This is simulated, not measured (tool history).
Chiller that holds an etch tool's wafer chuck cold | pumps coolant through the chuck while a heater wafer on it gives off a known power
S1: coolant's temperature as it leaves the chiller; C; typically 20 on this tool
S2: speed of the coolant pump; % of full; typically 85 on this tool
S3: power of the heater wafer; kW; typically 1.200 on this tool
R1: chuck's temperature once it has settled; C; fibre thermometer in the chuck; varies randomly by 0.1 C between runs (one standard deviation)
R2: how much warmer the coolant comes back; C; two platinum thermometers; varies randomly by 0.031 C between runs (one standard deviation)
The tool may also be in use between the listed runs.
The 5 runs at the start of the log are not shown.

run	hour	S1	S2	S3	R1	R2
6	384.8	29	85	1.200	37.2	3.45
# hour 397.5: coolant changed, channels flushed
7	486.1	20	85	1.677	30.8	4.70
8	577.7	20	61	1.200	29.9	4.66
9	621.1	20	61	1.200	29.9	4.69
10	687.0	20	85	1.200	27.7	3.38
11	746.2	20	85	1.200	27.5	3.36
12	816.5	20	85	0.805	25.1	2.27
13	859.8	20	85	0.805	25.0	2.25
14	937.9	29	85	0.805	34.0	2.27
15	1012.8	29	85	0.805	34.1	2.32
16	1100.5	29	85	0.805	33.8	2.31
17	1188.7	29	78	1.114	36.4	3.41
18	1268.8	29	78	1.114	36.6	3.41
19	1321.6	11	89	0.645	14.8	1.74
20	1399.5	11	93	1.105	17.8	2.92
21	1473.4	16	81	1.200	24.1	3.61
# hour 1484.3: coolant pump overhauled
22	1523.6	14	83	1.200	22.0	3.62
23	1603.7	27	83	1.200	35.2	3.71
24	1684.2	21	85	0.896	26.9	2.66

What will run 25 give?
25	1723.5	21	85	0.896	?	?

Run 25 measured R1 26.7 C, R2 2.69 C.
Had the tool carried no hidden state, the very same run would have given R1 26.1 C, R2 2.24 C.

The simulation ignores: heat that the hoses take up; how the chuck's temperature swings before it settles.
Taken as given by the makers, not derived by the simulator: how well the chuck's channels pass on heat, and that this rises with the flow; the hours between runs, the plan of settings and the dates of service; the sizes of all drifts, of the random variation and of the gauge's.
